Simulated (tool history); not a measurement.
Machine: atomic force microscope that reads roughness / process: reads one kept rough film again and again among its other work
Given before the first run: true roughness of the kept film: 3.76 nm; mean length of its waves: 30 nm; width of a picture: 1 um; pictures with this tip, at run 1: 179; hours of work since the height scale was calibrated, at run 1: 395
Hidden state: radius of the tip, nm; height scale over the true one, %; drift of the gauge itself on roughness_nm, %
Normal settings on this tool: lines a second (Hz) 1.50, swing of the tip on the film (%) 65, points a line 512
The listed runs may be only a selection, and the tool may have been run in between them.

run    hour  lines a second (Hz)  swing of the tip on the film (%)  points a line  pictures with this tip  hours of work since the height scale was calibrated  roughness of the kept film (nm (root mean square))
  1     0.0                 1.50                                65            512                     179                                                  395                                               2.466
       28.8  -- new tip fitted
  2    36.4                 1.50                                65            512                      14                                                  421                                               3.081
  3    84.5                 1.50                                65            512                     104                                                  456                                               2.725
      154.0  -- new tip fitted
  4   154.0                 1.50                                65            512                       0                                                  507                                               3.162
  5   204.8                 1.50                                65            512                      96                                                  544                                               2.781
  6   245.5                 1.50                                65            512                     172                                                  573                                               2.558
      279.3  -- new tip fitted
  7   293.6                 1.50                                65            512                      26                                                  608                                               3.032
  8   353.4                 1.50                                65            512                     139                                                  651                                               2.650
  9   399.6                 1.50                                65            512                     226                                                  685                                               2.383
      406.8  -- new tip fitted
 10   433.2                 1.50                                65            512                      50                                                  709                                               2.903
 11   478.2                 2.40                                65            512                     134                                                  742                                               2.505
      532.4  -- new tip fitted
 12   557.7                 1.50                                87            512                      47                                                  800                                               2.612
 13   624.8                 2.83                                65            512                     173                                                  848                                               2.408
      656.5  -- new tip fitted
 14   685.7                 2.83                                65            512                      55                                                  892                                               2.783
 15   740.3                 2.83                                78            512                     157                                                  932                                               2.194
      786.1  -- new tip fitted
 16   802.6                 0.51                                65            512                      32                                                  977                                               3.224
 17   836.0                 0.51                                68            467                      94                                                 1002                                               2.917
      840.3  -- height scale calibrated on a step standard
 18   907.7                 0.51                                68            467                     227                                                   49                                               2.508
      913.5  -- new tip fitted
 19   945.6                 3.09                                65            351                      60                                                   76                                               2.761
      987.8  -- height scale calibrated on a step standard, once more
 20  1016.7                 3.09                                65            351                     192                                                   21                                               2.326
     1042.1  -- new tip fitted
 21  1052.9                 3.76                                80            496                      20                                                   47                                               2.307
 22  1116.6                 1.86                                77            954                     140                                                   94                                               2.386
     1171.6  -- new tip fitted
 23  1189.2                 1.86                                77            954                      33                                                  146                                               2.757
 24  1270.1                 2.19                                77            954                     185                                                  205                                               2.257
     1297.7  -- new tip fitted
 25  1315.1                 1.50                                65            803                      32                                                  237                                               2.996
 26  1388.0                 3.12                                87            461                     169                                                  291                                               1.842
     1423.0  -- new tip fitted
 27  1428.8                 1.77                                55            461                      11                                                  320                                               3.162
 28  1491.8                 1.77                                55            461                     130                                                  366                                               2.742
 29  1540.3                 1.77                                63            470                     221                                                  401                                               2.378
     1551.0  -- new tip fitted
 30  1594.7                 3.62                                71            357                      82                                                  440                                               2.431
 31  1652.8                 3.62                                71            357                     191                                                  483                                               2.134
     1676.4  -- new tip fitted
 32  1731.2                 3.62                                76            535                     103                                                  539                                               2.233

Each row is a separate what-if for the run after 32, all from the same tool condition, not one after another. Results?
  A  1784.8                 1.95                                65            602                     204                                                  579                                                   ?
  B  1784.8                 3.62                                73            535                     204                                                  579                                                   ?
  C  1784.8                 3.62                                76            312                     204                                                  579                                                   ?

run  roughness of the kept film (nm (root mean square))
  A                                               2.383
  B                                               2.050
  C                                               1.961
The same runs, with their run-to-run variation unchanged, on a tool lacking any hidden condition would have given:
run  roughness of the kept film (nm (root mean square))
  A                                               3.055
  B                                               2.629
  C                                               2.513
